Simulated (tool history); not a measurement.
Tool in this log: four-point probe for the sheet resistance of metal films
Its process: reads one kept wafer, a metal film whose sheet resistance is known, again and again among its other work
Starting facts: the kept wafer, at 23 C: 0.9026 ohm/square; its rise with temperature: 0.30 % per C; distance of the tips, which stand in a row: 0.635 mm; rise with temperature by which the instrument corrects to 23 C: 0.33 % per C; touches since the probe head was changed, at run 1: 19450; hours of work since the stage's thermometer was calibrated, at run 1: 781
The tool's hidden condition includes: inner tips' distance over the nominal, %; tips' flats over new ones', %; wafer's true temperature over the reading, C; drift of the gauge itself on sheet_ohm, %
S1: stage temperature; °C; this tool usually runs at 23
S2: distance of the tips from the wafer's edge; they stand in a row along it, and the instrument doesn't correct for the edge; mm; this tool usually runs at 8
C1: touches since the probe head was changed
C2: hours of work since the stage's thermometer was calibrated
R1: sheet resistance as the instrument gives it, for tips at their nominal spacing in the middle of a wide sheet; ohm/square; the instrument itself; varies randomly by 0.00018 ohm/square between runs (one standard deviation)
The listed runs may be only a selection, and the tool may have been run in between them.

run    hour  S1  S2     C1    C2        R1
  1       0  23   8  19450   781  0.911563
  2    51.4  23   8  20245   811  0.911558
  3   112.2  23   8  21186   847  0.911609
  4   169.1  23   8  22066   880  0.911787
  5   194.7  23   8  22463   895  0.911872
  6   232.1  23   8  23041   917   0.91199
  7   274.4  23   8  23696   941   0.91192
  8   322.9  23   8  24446   970  0.911985
  9   364.1  23   8  25084   994  0.911879
 10   399.4  23   8  25630  1014  0.912242
 11   436.9  31   8  26209  1036  0.910338
 12   492.2  31   8  27065  1068  0.910502
 13   534.2  23  18  27714  1093  0.909978
 14   590.6  23  59  28587  1126   0.90939
 15   634.8  29   4  29272  1152  0.920228
 16   671.7  29   4  29842  1173  0.920275
 17   731.6  20   4  30769  1208  0.922415
 18   764.9  20   4  31284  1228  0.922805
 19     804  20   4  31889  1250   0.92277
 20     844  29   8  32508  1274  0.911149
 21   874.8  29   8  32985  1292    0.9113
 22     919  19  16  33668  1317  0.911623
 23   945.5  19  16  34078  1333  0.911606
 24   995.3  30  37  34848  1362  0.908442
 25  1040.9  30  37  35555  1389  0.908446

3 options for the next run, each taken on its own from the tool as it stands now. Forecast them:
  A  1073.4  27   4  36057  1408   ?
  B  1073.4  24   7  36057  1408   ?
  C  1073.4  29  32  36057  1408   ?

run        R1
  A  0.921587
  B  0.914117
  C  0.909175
Without the tool's unlogged condition, the same runs would have read:
run        R1
  A  0.914062
  B  0.906641
  C  0.901749
